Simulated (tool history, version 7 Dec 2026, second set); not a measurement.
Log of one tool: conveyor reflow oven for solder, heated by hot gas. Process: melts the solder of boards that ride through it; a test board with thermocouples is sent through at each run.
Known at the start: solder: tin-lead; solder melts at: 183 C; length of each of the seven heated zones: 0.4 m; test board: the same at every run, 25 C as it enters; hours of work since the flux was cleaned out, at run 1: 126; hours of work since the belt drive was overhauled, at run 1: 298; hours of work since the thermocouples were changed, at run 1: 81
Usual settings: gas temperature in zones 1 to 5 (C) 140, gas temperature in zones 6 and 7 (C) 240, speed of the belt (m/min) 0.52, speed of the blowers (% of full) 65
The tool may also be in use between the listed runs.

run,day,gas temperature in zones 1 to 5 (C),gas temperature in zones 6 and 7 (C),speed of the belt (m/min),speed of the blowers (% of full),hours of work since the flux was cleaned out,hours of work since the belt drive was overhauled,hours of work since the thermocouples were changed,highest temperature of the board (C),time above the solder's melting point (s)
1,0,140,240,0.52,65,126,298,81,223.1,75.7
2,0.371,140,240,0.603,65,130,302,85,218.1,60.7
3,0.754,140,240,0.603,65,134,306,89,217.9,60.6
4,1.088,140,240,0.52,65,138,309,92,222.6,75.9
5,1.417,140,240,0.52,65,141,313,96,223.7,75.7
6,1.983,140,240,0.52,65,147,319,102,223.2,75.3
7,2.425,140,240,0.52,65,152,323,106,223.6,75.4
8,2.721,140,240,0.52,65,155,326,109,223.1,75.1
9,3.325,140,240,0.521,65,161,333,116,222.8,75
10,3.679,140,240,0.521,65,165,336,119,223.2,75.6
11,3.958,140,240,0.521,65,168,339,122,222.9,75.1
12,4.571,140,240,0.521,65,174,346,129,223.3,75.2
13,4.842,140,240,0.52,65,177,349,131,223.3,75.6
14,5.146,140,240,0.52,65,180,352,135,223.2,75.7
15,5.7,140,240,0.611,89,186,357,140,223.1,64.6
16,6.283,144,240,0.615,65,192,364,146,217.5,60.4
17,6.85,144,240,0.615,65,198,369,152,217.3,60.7
18,7.171,144,232,0.559,65,201,373,156,214.4,64.4
19,7.479,144,232,0.559,65,204,376,159,214.6,64.5
20,7.754,130,241,0.434,57,207,379,162,225.8,89.5
21,8.346,129,246,0.574,63,213,385,168,221.6,62.5
22,8.804,140,240,0.52,63,218,390,173,222.5,74.7
23,9.408,140,240,0.52,63,224,396,179,222,74.8
24,9.917,131,240,0.442,71,230,401,184,227.5,90
25,10.383,128,240,0.53,51,234,406,189,215,61.2
26,10.871,128,240,0.53,51,239,411,194,215.4,61.5

Forecast each of these 3 alternatives for the next run:
A,11.212,128,240,0.547,87,243,415,198,?,?
B,11.212,140,254,0.52,65,243,415,198,?,?
C,11.212,128,240,0.584,56,243,415,198,?,?

run,highest temperature of the board (C),time above the solder's melting point (s)
A,223.7,69
B,234.7,84.6
C,212.8,52.7
Without the tool's hidden state the same runs would have given:
run,highest temperature of the board (C),time above the solder's melting point (s)
A,224.8,69.4
B,235.6,84.2
C,213.8,53.4
